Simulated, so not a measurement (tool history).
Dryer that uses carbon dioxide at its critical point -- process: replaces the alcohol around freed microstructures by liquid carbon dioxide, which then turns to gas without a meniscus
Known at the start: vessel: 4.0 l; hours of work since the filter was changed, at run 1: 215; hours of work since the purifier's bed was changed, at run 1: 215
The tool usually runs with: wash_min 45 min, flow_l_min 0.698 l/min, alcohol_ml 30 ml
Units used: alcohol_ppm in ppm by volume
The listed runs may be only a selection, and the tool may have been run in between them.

| run | hour | wash_min | flow_l_min | alcohol_ml | hours of work since the filter was changed | hours of work since the purifier's bed was changed | alcohol_ppm |
|---|---|---|---|---|---|---|---|
| 1 | 0.0 | 45 | 0.698 | 30 | 215 | 215 | 30 |
| 2 | 16.5 | 45 | 0.609 | 30 | 223 | 223 | 41 |
| 3 | 24.8 | 45 | 0.698 | 30 | 227 | 227 | 21 |
| 4 | 33.2 | 45 | 0.698 | 30 | 232 | 232 | 32 |
| 5 | 49.7 | 45 | 0.698 | 30 | 240 | 240 | 37 |
| 6 | 57.8 | 45 | 0.698 | 30 | 244 | 244 | 36 |
| 7 | 73.5 | 45 | 0.698 | 30 | 253 | 253 | 37 |
| 8 | 81.9 | 71 | 0.698 | 30 | 257 | 257 | 20 |
| 9 | 96.8 | 45 | 1.129 | 30 | 265 | 265 | 21 |
| 10 | 109.6 | 45 | 1.129 | 30 | 271 | 271 | 30 |
| 11 | 125.6 | 45 | 1.129 | 30 | 279 | 279 | 27 |
| 12 | 134.1 | 45 | 1.129 | 30 | 284 | 284 | 29 |
| 13 | 145.9 | 45 | 0.698 | 72 | 290 | 290 | 41 |
| 14 | 160.4 | 45 | 0.698 | 30 | 297 | 297 | 46 |
| 15 | 171.6 | 45 | 0.698 | 95 | 303 | 303 | 38 |
| 16 | 187.8 | 45 | 0.575 | 30 | 312 | 312 | 53 |
| 17 | 202.1 | 45 | 0.698 | 30 | 319 | 319 | 39 |
| 18 | 210.0 | 45 | 0.698 | 30 | 323 | 323 | 35 |
| 19 | 219.6 | 45 | 0.698 | 30 | 328 | 328 | 39 |
| 20 | 229.1 | 45 | 0.698 | 30 | 333 | 333 | 36 |
| 21 | 239.7 | 45 | 0.698 | 30 | 338 | 338 | 43 |
| 22 | 255.9 | 45 | 0.698 | 30 | 347 | 347 | 37 |
| 23 | 267.9 | 45 | 0.698 | 70 | 353 | 353 | 49 |
| 24 | 282.1 | 66 | 0.589 | 28 | 360 | 360 | 38 |
| 25 | 298.7 | 66 | 0.589 | 28 | 369 | 369 | 40 |
| 26 | 307.5 | 49 | 0.698 | 85 | 374 | 374 | 49 |
| 27 | 317.3 | 29 | 0.920 | 30 | 379 | 379 | 58 |
| 28 | 330.6 | 63 | 0.784 | 30 | 385 | 385 | 41 |
| 29 | 338.6 | 40 | 0.866 | 30 | 390 | 390 | 42 |
| 30 | 350.3 | 40 | 0.698 | 33 | 396 | 396 | 46 |
| 31 | 367.0 | 40 | 0.698 | 33 | 404 | 404 | 44 |
| 32 | 375.1 | 41 | 1.162 | 46 | 408 | 408 | 39 |

For run 33, what comes out?
| 33 | 388.1 | 50 | 1.162 | 46 | 415 | 415 | ? |

alcohol_ppm: 47 ppm by volume
Minus the tool's unlogged condition, the same run would have read alcohol_ppm 11 ppm by volume.
